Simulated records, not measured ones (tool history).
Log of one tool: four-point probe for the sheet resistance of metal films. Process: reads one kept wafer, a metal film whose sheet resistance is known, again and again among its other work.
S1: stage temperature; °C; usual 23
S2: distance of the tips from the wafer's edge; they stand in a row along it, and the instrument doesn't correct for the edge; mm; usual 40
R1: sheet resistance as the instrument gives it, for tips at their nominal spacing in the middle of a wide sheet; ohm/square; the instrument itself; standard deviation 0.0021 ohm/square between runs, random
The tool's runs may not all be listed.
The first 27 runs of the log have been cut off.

run,hour,S1,S2,R1
28,2015.1,24,18,10.542332
29,2107.1,23,3,11.431756
30,2172.4,27,16,10.543853
31,2264.8,27,48,10.517702
32,2315.6,29,37,10.515690
33,2387.9,29,37,10.514803
34,2480.4,26,12,10.573699
35,2576.6,30,40,10.518485
36,2658.4,22,16,10.544740
37,2732.0,32,3,11.423573
38,2800.5,33,35,10.513855

What will run 39 give?
39,2853.4,33,35,?

Run 39 yielded R1 10.511752 ohm/square.
If the tool had no hidden condition, the same run with the same run-to-run variation would have returned R1 10.510735 ohm/square.

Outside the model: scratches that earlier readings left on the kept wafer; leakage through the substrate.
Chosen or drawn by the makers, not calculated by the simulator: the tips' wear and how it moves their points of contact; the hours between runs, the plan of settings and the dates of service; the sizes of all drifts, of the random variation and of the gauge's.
